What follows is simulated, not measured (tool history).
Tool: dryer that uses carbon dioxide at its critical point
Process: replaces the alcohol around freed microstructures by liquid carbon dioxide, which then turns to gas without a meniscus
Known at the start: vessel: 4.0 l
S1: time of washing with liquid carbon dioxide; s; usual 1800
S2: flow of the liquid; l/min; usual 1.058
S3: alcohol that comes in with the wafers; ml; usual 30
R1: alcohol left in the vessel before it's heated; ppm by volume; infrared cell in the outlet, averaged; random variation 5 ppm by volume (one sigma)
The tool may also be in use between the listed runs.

run,day,S1,S2,S3,R1
1,0,1800,1.058,30,135
2,0.704,1800,1.058,30,142
3,2.233,2880,1.058,30,106
4,3.725,1800,1.058,30,146
5,5.071,1800,1.058,30,159
6,6.55,1800,1.14,30,131
# day 6.742: inlet filter changed
7,8.079,1800,1.14,22,132
8,9.108,1800,1.14,22,134
9,9.979,1800,1.14,22,132
10,11.329,1260,1.058,30,258
11,12.421,1260,1.058,30,255
12,13.888,1260,1.058,30,256
13,15.496,1260,1.058,30,270
14,16.983,1260,1.058,30,284
15,18.533,1800,1.75,30,129
16,19.9,1800,1.75,30,137
17,21.25,1800,1.75,30,139
18,22.45,1800,0.68,30,384
19,24.183,1800,0.68,30,390
20,25.396,1800,0.68,30,383
21,26.246,1800,0.84,30,248
22,27,1800,0.84,30,245
23,28.562,1800,1.56,22,142
24,29.604,2520,0.92,111,193
25,30.338,2520,0.92,111,188
26,31.217,2520,0.92,111,202
27,31.967,2520,0.92,111,194
28,32.942,1440,0.8,30,463
# day 33.958: purifier's bed changed
29,34.575,1440,0.8,30,307
30,36.038,1980,0.74,104,465
31,37.671,1680,1.058,21,55
32,39.042,1800,1.058,25,54
33,40.779,1800,0.81,25,127
34,42.121,2580,0.81,105,96
35,43.062,2580,1.68,105,15
36,44.767,2280,1.12,105,35
# day 45: inlet filter changed
37,46.454,1320,1.68,105,52
38,48.067,1980,1.62,30,33
39,49.488,1980,1.62,30,40
40,50.233,1980,1.62,30,33

4 ways to go on from here, each from the tool as it stands after run 40. What would each give?
A,51.9,1800,0.67,30,?
B,51.9,2820,1.62,30,?
C,51.9,1800,0.98,30,?
D,51.9,1800,0.68,39,?

run,R1
A,262
B,29
C,66
D,312
Without the tool's hidden state the same runs would have given:
run,R1
A,219
B,0
C,32
D,266
